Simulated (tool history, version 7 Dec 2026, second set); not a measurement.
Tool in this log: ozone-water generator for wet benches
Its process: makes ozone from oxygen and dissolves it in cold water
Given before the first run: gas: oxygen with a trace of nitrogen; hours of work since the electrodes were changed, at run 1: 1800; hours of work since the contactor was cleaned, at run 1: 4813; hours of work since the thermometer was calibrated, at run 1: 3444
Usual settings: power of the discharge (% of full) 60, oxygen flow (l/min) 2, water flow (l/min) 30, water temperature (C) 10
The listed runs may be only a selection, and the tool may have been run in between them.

run	hour	power of the discharge (% of full)	oxygen flow (l/min)	water flow (l/min)	water temperature (C)	hours of work since the electrodes were changed	hours of work since the contactor was cleaned	hours of work since the thermometer was calibrated	dissolved ozone (ppm)	ozone in the gas ahead of the water (g/m3)
1	0	60	2	30	10	1800	4813	3444	7.7	159
2	129.5	60	2	30	7	1917	4931	3561	7.6	160.8
# hour 207.7: water thermometer calibrated
3	246.5	49	2	30	10	2023	5037	35	6.6	134.7
4	312.7	49	2	30	10	2083	5097	95	6.6	135.2
5	427.6	60	3.37	30	10	2188	5201	200	9.4	126.6
6	568	42	3.37	30	10	2315	5329	327	7	96.5
7	633.5	42	3.37	30	10	2375	5388	387	7.1	96.7
8	740.1	42	3.37	30	10	2472	5485	484	7.1	96.3
9	839	42	3.37	30	10	2561	5575	574	7.2	96.7
10	944.5	42	3.37	30	10	2657	5671	669	7	96.5
11	1076.1	60	2	30	10	2777	5790	789	7.5	155.1
12	1182.5	60	2	30	10	2874	5887	886	7.2	154.7
13	1321.6	60	2	30	10	3000	6013	1012	7.3	153.9
# hour 1356.3: contactor cleaned
14	1397.2	60	2	30	15	3065	37	1077	7.2	154.1
15	1470.5	60	2	30	6	3132	104	1144	7.7	154.2
16	1582.2	60	2	27	10	3233	205	1245	8.2	154.9
17	1709.3	60	2	28	10	3348	321	1361	8	154.1
18	1848.2	60	2	28	10	3475	447	1487	7.9	153.6
19	1957.2	42	1.54	30	7	3574	546	1586	5	128.3
20	2084.5	71	1.54	30	6	3689	662	1701	7.4	189.8
21	2147.6	87	1.73	30	10	3747	719	1759	9.1	209.6
22	2246.5	60	2	29	5	3837	809	1849	7.6	149.1
23	2317.3	60	2	29	5	3901	873	1913	7.7	149.1
24	2454.8	60	1.79	25	8	4026	998	2038	8.4	156.3
25	2591.6	60	1.79	25	8	4150	1122	2162	8.5	156.3
26	2712.8	91	1.19	26	12	4260	1232	2272	8.8	248.5
27	2783.6	60	1.2	30	7	4324	1297	2336	5.6	183.4
28	2851	60	1.88	30	10	4386	1358	2398	7	152.4
29	2932.1	63	2.98	38	10	4459	1432	2471	6.8	130.4
30	3034.9	53	2.56	20	11	4553	1525	2565	10.5	121.9
31	3135.1	51	1.43	30	10	4644	1616	2656	5.5	149.2
32	3201	51	1.43	30	10	4704	1676	2716	5.2	149.1
33	3301.7	60	1.1	30	7	4795	1767	2807	5.1	186.8

3 ways to go on from here, each from the tool as it stands after run 33. What would each give?
A	3380.6	42	1.63	30	13	4867	1839	2879	?	?
B	3380.6	71	1.1	30	7	4867	1839	2879	?	?
C	3380.6	59	1.1	30	7	4867	1839	2879	?	?

run	dissolved ozone (ppm)	ozone in the gas ahead of the water (g/m3)
A	4.9	121.9
B	6	207
C	5.1	183.2
Take away the tool's hidden state, keep each run's random variation, and the runs would have read:
run	dissolved ozone (ppm)	ozone in the gas ahead of the water (g/m3)
A	5.4	134.2
B	7.1	242.3
C	5.9	209.8

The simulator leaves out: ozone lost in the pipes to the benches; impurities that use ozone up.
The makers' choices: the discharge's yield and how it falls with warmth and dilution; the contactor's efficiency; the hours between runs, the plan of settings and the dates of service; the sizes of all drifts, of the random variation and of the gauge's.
